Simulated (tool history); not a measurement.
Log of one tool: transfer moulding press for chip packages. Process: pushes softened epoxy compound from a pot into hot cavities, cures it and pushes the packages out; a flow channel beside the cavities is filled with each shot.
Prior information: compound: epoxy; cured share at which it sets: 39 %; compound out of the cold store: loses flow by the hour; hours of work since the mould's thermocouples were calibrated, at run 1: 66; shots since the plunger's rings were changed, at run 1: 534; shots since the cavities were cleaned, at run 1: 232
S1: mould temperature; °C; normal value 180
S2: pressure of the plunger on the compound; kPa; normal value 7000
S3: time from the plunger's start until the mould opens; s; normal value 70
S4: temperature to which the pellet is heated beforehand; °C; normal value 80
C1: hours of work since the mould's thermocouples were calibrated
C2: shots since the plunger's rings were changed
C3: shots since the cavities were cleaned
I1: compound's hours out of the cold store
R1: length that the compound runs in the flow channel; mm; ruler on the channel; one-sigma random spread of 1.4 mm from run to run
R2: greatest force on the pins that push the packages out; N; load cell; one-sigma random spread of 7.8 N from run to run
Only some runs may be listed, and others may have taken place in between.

run,hour,S1,S2,S3,S4,C1,C2,C3,I1,R1,R2
1,0.0,180,7000,70,80,66,534,232,27.7,729,450
2,32.2,180,5810,70,80,84,906,604,35.9,642,550
# hour 37.2: cavities cleaned with cleaning compound and waxed
3,51.6,180,7000,70,80,93,1113,166,15.2,752,440
4,67.3,180,7000,70,80,102,1294,347,12.1,763,509
# hour 92.6: cavities cleaned with cleaning compound and waxed
5,106.7,180,7000,70,80,122,1731,163,11.9,756,440
6,134.6,180,7000,70,80,137,2053,485,17.5,745,534
# hour 148.4: cavities cleaned with cleaning compound and waxed
7,167.9,180,7000,70,80,154,2421,225,35.7,701,442
# hour 202.3: cavities cleaned with cleaning compound and waxed
8,202.3,180,7000,70,80,172,2801,0,18.9,735,352
9,222.7,180,7000,70,80,183,3036,235,18.9,735,466
10,243.5,180,7000,70,80,194,3277,476,43.3,682,524
# hour 257.9: cavities cleaned with cleaning compound and waxed
11,279.0,180,7000,70,80,212,3668,243,20.6,729,484
12,298.6,180,7000,70,80,223,3895,470,18.3,729,522
# hour 312.5: cavities cleaned with cleaning compound and waxed
13,338.3,180,7000,70,90,243,4336,298,11.8,745,494
14,364.4,180,7000,70,90,257,4638,600,22.1,715,568
# hour 368.6: cavities cleaned with cleaning compound and waxed
15,393.8,180,7000,70,90,272,4959,290,29.7,697,458
16,412.2,185,6810,70,70,282,5172,503,42.5,656,473

Estimate the outcome of run 17 from the log above:
# hour 424.1: cavities cleaned with cleaning compound and waxed
17,445.5,176,7000,70,80,299,5539,247,23.1,?,?

Logged for run 17: R1 722 mm, R2 569 N.
If the tool had no hidden condition, the same run with the same run-to-run variation would have returned R1 750 mm, R2 418 N.

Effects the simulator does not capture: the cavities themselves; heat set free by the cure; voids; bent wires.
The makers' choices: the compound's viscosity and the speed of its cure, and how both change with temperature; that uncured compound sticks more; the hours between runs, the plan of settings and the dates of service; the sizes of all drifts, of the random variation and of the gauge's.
